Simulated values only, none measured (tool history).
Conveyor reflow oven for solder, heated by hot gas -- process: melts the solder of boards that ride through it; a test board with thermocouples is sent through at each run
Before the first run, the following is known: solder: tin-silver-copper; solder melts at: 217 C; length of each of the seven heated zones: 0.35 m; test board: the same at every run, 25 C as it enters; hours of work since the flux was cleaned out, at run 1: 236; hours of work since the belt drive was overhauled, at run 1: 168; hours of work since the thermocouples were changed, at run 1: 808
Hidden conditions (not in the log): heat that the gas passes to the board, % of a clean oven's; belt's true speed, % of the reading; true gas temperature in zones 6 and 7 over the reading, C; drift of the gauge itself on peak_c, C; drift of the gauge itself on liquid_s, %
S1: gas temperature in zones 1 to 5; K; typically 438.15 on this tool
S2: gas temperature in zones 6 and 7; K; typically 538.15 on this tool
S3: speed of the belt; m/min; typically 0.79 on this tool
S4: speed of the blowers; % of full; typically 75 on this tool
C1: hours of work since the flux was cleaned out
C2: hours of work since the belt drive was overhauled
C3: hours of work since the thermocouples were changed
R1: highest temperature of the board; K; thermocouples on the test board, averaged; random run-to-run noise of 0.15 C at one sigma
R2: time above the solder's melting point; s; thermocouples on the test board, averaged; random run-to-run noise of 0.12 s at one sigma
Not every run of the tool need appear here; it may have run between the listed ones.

run 1 hour=0 | S1=438.15 S2=538.15 S3=0.79 S4=75 | C1=236 C2=168 C3=808 | R1=521.15 R2=35.4
run 2 hour=7 | S1=438.15 S2=538.15 S3=0.79 S4=75 | C1=241 C2=174 C3=814 | R1=521.15 R2=35.3
run 3 hour=15.6 | S1=438.15 S2=538.15 S3=0.718 S4=75 | C1=248 C2=180 C3=820 | R1=524.45 R2=41.3
run 4 hour=22.7 | S1=438.15 S2=538.15 S3=0.718 S4=75 | C1=253 C2=186 C3=826 | R1=523.95 R2=41.5
run 5 hour=28.9 | S1=438.15 S2=538.15 S3=0.79 S4=81 | C1=258 C2=190 C3=831 | R1=522.35 R2=36.5
run 6 hour=35.1 | S1=438.15 S2=538.15 S3=0.79 S4=81 | C1=263 C2=195 C3=835 | R1=522.55 R2=36.3
run 7 hour=44.7 | S1=438.15 S2=538.15 S3=0.79 S4=81 | C1=270 C2=203 C3=843 | R1=522.45 R2=36.4
run 8 hour=49.6 | S1=438.15 S2=538.15 S3=0.79 S4=81 | C1=274 C2=206 C3=847 | R1=522.65 R2=36.1
run 9 hour=60.3 | S1=438.15 S2=538.15 S3=0.79 S4=81 | C1=282 C2=215 C3=855 | R1=522.75 R2=36.5
run 10 hour=68 | S1=438.15 S2=538.15 S3=0.686 S4=75 | C1=288 C2=221 C3=861 | R1=525.65 R2=44.4
run 11 hour=77.8 | S1=438.15 S2=538.15 S3=0.753 S4=75 | C1=295 C2=228 C3=868 | R1=522.45 R2=38.6
run 12 hour=87.5 | S1=438.15 S2=538.15 S3=0.895 S4=75 | C1=303 C2=236 C3=876 | R1=516.95 R2=27.9
run 13 hour=94.2 | S1=438.15 S2=538.15 S3=0.79 S4=75 | C1=308 C2=241 C3=881 | R1=521.35 R2=35.4
run 14 hour=100.6 | S1=438.15 S2=538.15 S3=0.79 S4=75 | C1=313 C2=246 C3=886 | R1=521.25 R2=35.2
run 15 hour=105.1 | S1=438.15 S2=538.15 S3=0.79 S4=75 | C1=316 C2=249 C3=889 | R1=521.25 R2=35.6
run 16 hour=116 | S1=438.15 S2=538.15 S3=0.79 S4=75 | C1=325 C2=257 C3=898 | R1=521.45 R2=35.6
run 17 hour=124.5 | S1=438.15 S2=538.15 S3=0.79 S4=75 | C1=331 C2=264 C3=904 | R1=521.15 R2=35.3
-- hour=133.8 flux residue cleaned out of gas plates and filters
run 18 hour=135.6 | S1=438.15 S2=538.15 S3=0.79 S4=75 | C1=1 C2=269 C3=909 | R1=521.45 R2=35.5
run 19 hour=144 | S1=445.15 S2=538.15 S3=0.827 S4=75 | C1=8 C2=275 C3=915 | R1=521.05 R2=35.1
run 20 hour=154.5 | S1=445.15 S2=533.15 S3=0.64 S4=75 | C1=16 C2=283 C3=923 | R1=523.65 R2=49.2
run 21 hour=164.4 | S1=438.15 S2=552.15 S3=0.799 S4=87 | C1=24 C2=291 C3=931 | R1=535.75 R2=42
run 22 hour=171.8 | S1=438.15 S2=552.15 S3=0.799 S4=87 | C1=29 C2=297 C3=937 | R1=535.45 R2=42
run 23 hour=181.4 | S1=438.15 S2=550.15 S3=0.633 S4=75 | C1=37 C2=304 C3=944 | R1=538.85 R2=55.3
run 24 hour=186 | S1=438.15 S2=550.15 S3=0.633 S4=75 | C1=40 C2=307 C3=948 | R1=538.85 R2=55.3
run 25 hour=195 | S1=438.15 S2=548.15 S3=0.79 S4=75 | C1=47 C2=314 C3=955 | R1=530.05 R2=39.9
run 26 hour=202.7 | S1=425.15 S2=548.15 S3=0.79 S4=84 | C1=53 C2=320 C3=960 | R1=529.85 R2=37.7
run 27 hour=211.7 | S1=426.15 S2=536.15 S3=0.714 S4=82 | C1=60 C2=327 C3=967 | R1=522.15 R2=38.4
run 28 hour=221 | S1=434.15 S2=536.15 S3=0.714 S4=82 | C1=67 C2=334 C3=975 | R1=523.25 R2=40.8
run 29 hour=225.9 | S1=434.15 S2=536.15 S3=0.714 S4=82 | C1=71 C2=338 C3=978 | R1=523.15 R2=40.9
run 30 hour=230.8 | S1=434.15 S2=530.15 S3=0.937 S4=82 | C1=75 C2=342 C3=982 | R1=509.25 R2=21.1
run 31 hour=238.4 | S1=434.15 S2=530.15 S3=0.937 S4=82 | C1=80 C2=348 C3=988 | R1=509.65 R2=21.2

Here are 3 independent what-if runs from the current tool condition. What would each one return?
run A hour=247.3 | S1=434.15 S2=530.15 S3=0.766 S4=82 | C1=87 C2=355 C3=995 | R1=? R2=?
run B hour=247.3 | S1=439.15 S2=530.15 S3=0.937 S4=51 | C1=87 C2=355 C3=995 | R1=? R2=?
run C hour=247.3 | S1=438.15 S2=538.15 S3=0.809 S4=75 | C1=87 C2=355 C3=995 | R1=? R2=?

run=A R1=515.85 R2=33.1
run=B R1=501.25 R2=13.8
run=C R1=520.55 R2=34.1
Stripped of hidden state, with their random variation kept, the same runs would have yielded:
run=A R1=515.85 R2=33.1
run=B R1=501.25 R2=13.8
run=C R1=520.55 R2=34.1

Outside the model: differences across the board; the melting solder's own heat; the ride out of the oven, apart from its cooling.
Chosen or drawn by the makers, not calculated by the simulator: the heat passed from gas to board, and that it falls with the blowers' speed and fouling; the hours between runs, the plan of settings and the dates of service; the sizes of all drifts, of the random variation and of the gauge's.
